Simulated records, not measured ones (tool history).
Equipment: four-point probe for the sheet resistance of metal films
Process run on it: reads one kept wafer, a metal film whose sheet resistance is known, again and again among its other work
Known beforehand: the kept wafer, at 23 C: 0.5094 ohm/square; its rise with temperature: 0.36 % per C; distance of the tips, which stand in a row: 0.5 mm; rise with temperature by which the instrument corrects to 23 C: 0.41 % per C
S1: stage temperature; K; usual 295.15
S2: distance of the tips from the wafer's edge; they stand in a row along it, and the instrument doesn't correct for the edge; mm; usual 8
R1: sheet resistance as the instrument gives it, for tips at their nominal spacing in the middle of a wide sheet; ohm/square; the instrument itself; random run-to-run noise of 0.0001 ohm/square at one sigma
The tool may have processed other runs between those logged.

| run | hour | S1 | S2 | R1 |
|---|---|---|---|---|
| 1 | 0.0 | 295.15 | 8 | 0.510886 |
| 2 | 14.2 | 295.15 | 8 | 0.510766 |
| 3 | 26.8 | 295.15 | 8 | 0.510856 |
| 4 | 38.8 | 295.15 | 8 | 0.510771 |
| 5 | 47.0 | 295.15 | 8 | 0.510795 |
| 6 | 56.2 | 295.15 | 11 | 0.510108 |
| 7 | 70.3 | 301.15 | 8 | 0.509347 |
| 8 | 77.6 | 295.15 | 8 | 0.510566 |
| 9 | 88.4 | 295.15 | 54 | 0.509547 |
| 10 | 98.3 | 295.15 | 8 | 0.510779 |
| 11 | 105.7 | 295.15 | 19 | 0.509686 |
| 12 | 115.3 | 295.15 | 19 | 0.509812 |
| 13 | 128.0 | 295.15 | 19 | 0.509859 |
| 14 | 135.4 | 295.15 | 5 | 0.512346 |
| 15 | 145.9 | 295.15 | 5 | 0.512297 |
| 16 | 153.9 | 295.15 | 53 | 0.509684 |
| 17 | 162.5 | 295.15 | 8 | 0.510829 |
| 18 | 173.6 | 295.15 | 8 | 0.510525 |
| 19 | 185.9 | 295.15 | 8 | 0.510721 |
| 20 | 197.3 | 295.15 | 8 | 0.510590 |
| 21 | 211.1 | 295.15 | 8 | 0.510603 |
| 22 | 219.1 | 295.15 | 8 | 0.510679 |
| 23 | 230.2 | 295.15 | 8 | 0.510655 |
| 24 | 240.4 | 292.15 | 8 | 0.511417 |
| 25 | 254.2 | 292.15 | 5 | 0.512986 |
| 26 | 264.4 | 307.15 | 6 | 0.508806 |
| 27 | 277.9 | 307.15 | 6 | 0.508678 |
| 28 | 288.0 | 307.15 | 6 | 0.508869 |
| 29 | 300.4 | 292.15 | 13 | 0.510773 |
| 30 | 314.2 | 292.15 | 13 | 0.510862 |
| 31 | 323.8 | 292.15 | 13 | 0.510803 |
| 32 | 337.1 | 292.15 | 13 | 0.510826 |
| 33 | 343.5 | 292.15 | 13 | 0.510570 |
| 34 | 350.8 | 301.15 | 14 | 0.508597 |
| 35 | 359.9 | 294.15 | 17 | 0.510036 |
| 36 | 366.6 | 303.15 | 17 | 0.508146 |
| 37 | 374.1 | 303.15 | 17 | 0.508090 |
| 38 | 381.4 | 303.15 | 17 | 0.508208 |
| 39 | 390.7 | 302.15 | 18 | 0.508425 |
| 40 | 398.4 | 299.15 | 7 | 0.510293 |
| 41 | 406.3 | 299.15 | 15 | 0.508968 |
| 42 | 418.6 | 307.15 | 8 | 0.508196 |
| 43 | 433.0 | 307.15 | 8 | 0.508111 |
| 44 | 445.4 | 307.15 | 8 | 0.508088 |
| 45 | 460.7 | 307.15 | 8 | 0.508183 |
| 46 | 471.0 | 307.15 | 7 | 0.508487 |

Consider 4 possible next runs. They are alternatives, not a sequence: every one starts from the tool as it was left by run 46. What does each give?
| A | 481.3 | 298.15 | 7 | ? |
| B | 481.3 | 294.15 | 7 | ? |
| C | 481.3 | 302.15 | 5 | ? |
| D | 481.3 | 295.15 | 34 | ? |

| run | R1 |
|---|---|
| A | 0.510289 |
| B | 0.511259 |
| C | 0.510765 |
| D | 0.509860 |
Had the tool no hidden state, the same runs would have come out as:
| run | R1 |
|---|---|
| A | 0.510270 |
| B | 0.511240 |
| C | 0.510746 |
| D | 0.509841 |

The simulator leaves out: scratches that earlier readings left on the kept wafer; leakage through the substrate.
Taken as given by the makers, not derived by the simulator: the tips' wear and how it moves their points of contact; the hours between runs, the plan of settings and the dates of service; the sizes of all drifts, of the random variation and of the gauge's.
